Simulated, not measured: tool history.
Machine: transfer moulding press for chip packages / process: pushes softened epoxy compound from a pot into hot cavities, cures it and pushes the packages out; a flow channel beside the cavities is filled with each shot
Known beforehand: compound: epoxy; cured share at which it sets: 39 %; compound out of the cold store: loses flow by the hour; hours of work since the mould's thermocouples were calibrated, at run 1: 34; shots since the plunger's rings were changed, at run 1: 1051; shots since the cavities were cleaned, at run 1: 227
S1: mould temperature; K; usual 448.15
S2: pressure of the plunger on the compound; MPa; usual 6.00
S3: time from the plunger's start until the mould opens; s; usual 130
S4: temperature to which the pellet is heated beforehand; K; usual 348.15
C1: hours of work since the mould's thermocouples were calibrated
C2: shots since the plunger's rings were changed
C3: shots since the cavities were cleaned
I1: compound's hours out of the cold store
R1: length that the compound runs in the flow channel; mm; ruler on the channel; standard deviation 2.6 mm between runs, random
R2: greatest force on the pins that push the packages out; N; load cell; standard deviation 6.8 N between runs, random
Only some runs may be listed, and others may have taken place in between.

{"run": 1, "day": 0.0, "S1": 448.15, "S2": 6.0, "S3": 130, "S4": 348.15, "C1": 34, "C2": 1051, "C3": 227, "I1": 31.5, "R1": 708, "R2": 405}
{"run": 2, "day": 0.238, "S1": 448.15, "S2": 6.0, "S3": 130, "S4": 348.15, "C1": 37, "C2": 1091, "C3": 267, "I1": 11.5, "R1": 748, "R2": 406}
{"run": 3, "day": 0.754, "S1": 448.15, "S2": 6.0, "S3": 130, "S4": 348.15, "C1": 43, "C2": 1177, "C3": 353, "I1": 21.2, "R1": 728, "R2": 463}
{"run": 4, "day": 1.046, "S1": 448.15, "S2": 6.0, "S3": 130, "S4": 348.15, "C1": 47, "C2": 1226, "C3": 402, "I1": 38.5, "R1": 698, "R2": 471}
{"run": 5, "day": 1.483, "S1": 448.15, "S2": 6.0, "S3": 130, "S4": 348.15, "C1": 52, "C2": 1299, "C3": 475, "I1": 16.2, "R1": 733, "R2": 501}
{"day": 1.904, "done": "cavities cleaned with cleaning compound and waxed"}
{"run": 6, "day": 1.904, "S1": 448.15, "S2": 6.0, "S3": 130, "S4": 348.15, "C1": 57, "C2": 1359, "C3": 0, "I1": 41.7, "R1": 690, "R2": 273}
{"run": 7, "day": 2.425, "S1": 448.15, "S2": 6.0, "S3": 130, "S4": 348.15, "C1": 63, "C2": 1446, "C3": 87, "I1": 10.3, "R1": 752, "R2": 339}
{"run": 8, "day": 2.958, "S1": 448.15, "S2": 6.0, "S3": 130, "S4": 348.15, "C1": 69, "C2": 1534, "C3": 175, "I1": 12.7, "R1": 743, "R2": 368}
{"run": 9, "day": 3.421, "S1": 448.15, "S2": 6.0, "S3": 130, "S4": 348.15, "C1": 75, "C2": 1612, "C3": 253, "I1": 17.0, "R1": 736, "R2": 425}
{"run": 10, "day": 3.804, "S1": 448.15, "S2": 6.0, "S3": 130, "S4": 348.15, "C1": 80, "C2": 1676, "C3": 317, "I1": 32.5, "R1": 705, "R2": 450}
{"run": 11, "day": 4.212, "S1": 448.15, "S2": 6.0, "S3": 162, "S4": 348.15, "C1": 85, "C2": 1743, "C3": 384, "I1": 44.6, "R1": 683, "R2": 430}
{"run": 12, "day": 4.717, "S1": 448.15, "S2": 6.0, "S3": 130, "S4": 349.15, "C1": 91, "C2": 1828, "C3": 469, "I1": 41.6, "R1": 686, "R2": 495}
{"run": 13, "day": 5.058, "S1": 448.15, "S2": 6.0, "S3": 130, "S4": 348.15, "C1": 95, "C2": 1885, "C3": 526, "I1": 32.4, "R1": 705, "R2": 538}
{"day": 5.204, "done": "cavities cleaned with cleaning compound and waxed"}
{"run": 14, "day": 5.679, "S1": 448.15, "S2": 5.68, "S3": 130, "S4": 348.15, "C1": 102, "C2": 1978, "C3": 79, "I1": 32.5, "R1": 684, "R2": 348}
{"run": 15, "day": 6.271, "S1": 442.15, "S2": 6.74, "S3": 136, "S4": 348.15, "C1": 109, "C2": 2077, "C3": 178, "I1": 31.5, "R1": 770, "R2": 471}
{"run": 16, "day": 6.646, "S1": 450.15, "S2": 6.0, "S3": 145, "S4": 348.15, "C1": 113, "C2": 2140, "C3": 241, "I1": 15.0, "R1": 727, "R2": 401}
{"run": 17, "day": 6.908, "S1": 447.15, "S2": 6.0, "S3": 116, "S4": 347.15, "C1": 117, "C2": 2183, "C3": 284, "I1": 19.2, "R1": 730, "R2": 513}
{"run": 18, "day": 7.392, "S1": 443.15, "S2": 4.61, "S3": 114, "S4": 338.15, "C1": 122, "C2": 2264, "C3": 365, "I1": 11.0, "R1": 670, "R2": 761}

For run 19, what comes out?
{"run": 19, "day": 7.892, "S1": 453.15, "S2": 6.17, "S3": 157, "S4": 338.15, "C1": 128, "C2": 2347, "C3": 448, "I1": 37.8, "R1": "?", "R2": "?"}

R1: 685 mm
R2: 447 N
If the tool had no hidden condition, the same run with the same run-to-run variation would have returned R1 704 mm, R2 244 N.
